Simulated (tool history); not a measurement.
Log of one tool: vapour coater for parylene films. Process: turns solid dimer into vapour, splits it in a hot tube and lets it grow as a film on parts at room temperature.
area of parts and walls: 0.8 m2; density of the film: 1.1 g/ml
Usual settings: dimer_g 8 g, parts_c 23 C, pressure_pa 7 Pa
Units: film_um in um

run	hour	dimer_g	parts_c	pressure_pa	film_um
1	0	8	23	7	5.2
2	13.7	8	23	4.99	5.44
3	25.8	8	23	4.99	5.54
4	34.2	7	23	7	4.44
5	42.2	7	23	6.08	4.57
6	49.6	7	23	6.08	4.61
7	63.5	7	23	6.08	4.61
8	70.1	7	15	2.3	7.22
9	82	6	18	8.41	4.66
10	95.4	6	18	8.41	4.64
11	101.9	8	23	3.52	5.79
12	114.6	8	23	3.52	5.75
13	126	10	23	7	6.23

Forecast each of these 4 alternatives for the next run:
A	139	10	19	7	?
B	139	10	32	7	?
C	139	10	19	7	?
D	139	3	22	2.4	?

run	film_um
A	7.64
B	4.08
C	7.55
D	2.38
Without the tool's hidden state the same runs would have given:
run	film_um
A	8.48
B	4.53
C	8.38
D	2.65
